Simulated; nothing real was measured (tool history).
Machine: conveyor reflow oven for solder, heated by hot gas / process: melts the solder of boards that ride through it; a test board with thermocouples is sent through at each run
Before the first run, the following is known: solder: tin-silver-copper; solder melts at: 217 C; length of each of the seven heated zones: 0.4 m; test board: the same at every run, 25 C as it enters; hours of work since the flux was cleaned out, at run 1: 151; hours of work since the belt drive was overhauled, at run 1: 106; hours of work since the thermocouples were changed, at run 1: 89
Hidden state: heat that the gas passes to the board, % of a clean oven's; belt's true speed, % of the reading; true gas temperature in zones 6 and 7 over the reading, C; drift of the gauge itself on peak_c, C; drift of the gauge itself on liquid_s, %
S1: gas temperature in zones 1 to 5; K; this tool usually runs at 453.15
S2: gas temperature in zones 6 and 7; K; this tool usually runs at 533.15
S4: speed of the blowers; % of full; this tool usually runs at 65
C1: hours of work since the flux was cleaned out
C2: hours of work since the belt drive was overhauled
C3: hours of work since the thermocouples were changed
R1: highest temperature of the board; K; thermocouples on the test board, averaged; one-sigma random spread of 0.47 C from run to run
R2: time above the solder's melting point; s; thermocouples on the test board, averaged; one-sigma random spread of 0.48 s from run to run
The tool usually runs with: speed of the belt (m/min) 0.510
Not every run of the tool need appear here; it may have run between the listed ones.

Run 1, hour 0.0: usual settings; C1 151; C2 106; C3 89. Result: R1 519.85 K, R2 69.2 s.
Run 2, hour 12.5: usual settings; C1 158; C2 113; C3 95. Result: R1 520.45 K, R2 69.0 s.
Run 3, hour 25.6: usual settings; C1 165; C2 120; C3 102. Result: R1 520.25 K, R2 69.1 s.
Run 4, hour 36.3: usual settings but speed of the belt (m/min) 0.503; C1 170; C2 125; C3 108. Result: R1 520.55 K, R2 70.6 s.
Run 5, hour 48.0: usual settings; C1 176; C2 131; C3 114. Result: R1 519.75 K, R2 69.1 s.
Run 6, hour 53.9: usual settings but S1 445.15 K; C1 180; C2 135; C3 117. Result: R1 518.75 K, R2 63.6 s.
Run 7, hour 63.8: usual settings but S1 445.15 K; C1 185; C2 140; C3 122. Result: R1 518.15 K, R2 64.2 s.
At hour 69.5: flux residue cleaned out of gas plates and filters.
Run 8, hour 79.1: usual settings but S1 445.15 K; C1 5; C2 145; C3 128. Result: R1 519.45 K, R2 63.2 s.
Run 9, hour 89.6: usual settings but S1 455.15 K, speed of the belt (m/min) 0.507, S4 68 % of full; C1 11; C2 151; C3 133. Result: R1 520.65 K, R2 71.9 s.
At hour 96.4: flux residue cleaned out of gas plates and filters, once more.
Run 10, hour 108.5: usual settings but S1 455.15 K, speed of the belt (m/min) 0.507, S4 68 % of full; C1 6; C2 158; C3 141. Result: R1 520.75 K, R2 73.3 s.
Run 11, hour 114.9: usual settings but S1 455.15 K, speed of the belt (m/min) 0.507, S4 68 % of full; C1 10; C2 161; C3 144. Result: R1 521.75 K, R2 73.2 s.
Run 12, hour 121.7: usual settings but S1 455.15 K, speed of the belt (m/min) 0.507, S4 68 % of full; C1 13; C2 165; C3 148. Result: R1 522.55 K, R2 73.6 s.
Run 13, hour 127.8: usual settings but S1 464.15 K, S2 535.15 K, speed of the belt (m/min) 0.541, S4 71 % of full; C1 17; C2 168; C3 151. Result: R1 524.25 K, R2 74.3 s.
Run 14, hour 138.0: usual settings but S1 463.15 K, S2 535.15 K, speed of the belt (m/min) 0.509, S4 71 % of full; C1 22; C2 173; C3 156. Result: R1 524.75 K, R2 80.1 s.

Run 15 has not been measured yet. What should we expect?
Run 15, hour 147.5: usual settings but S1 463.15 K, S2 545.15 K, speed of the belt (m/min) 0.434, S4 71 % of full; C1 27; C2 178; C3 161. Result: R1 ?, R2 ?.

{"run 15": {"R1": 537.05, "R2": 104.3}}
With the hidden condition absent and the run-to-run variation left alone, this run would have shown R1 537.35 K, R2 104.2 s.

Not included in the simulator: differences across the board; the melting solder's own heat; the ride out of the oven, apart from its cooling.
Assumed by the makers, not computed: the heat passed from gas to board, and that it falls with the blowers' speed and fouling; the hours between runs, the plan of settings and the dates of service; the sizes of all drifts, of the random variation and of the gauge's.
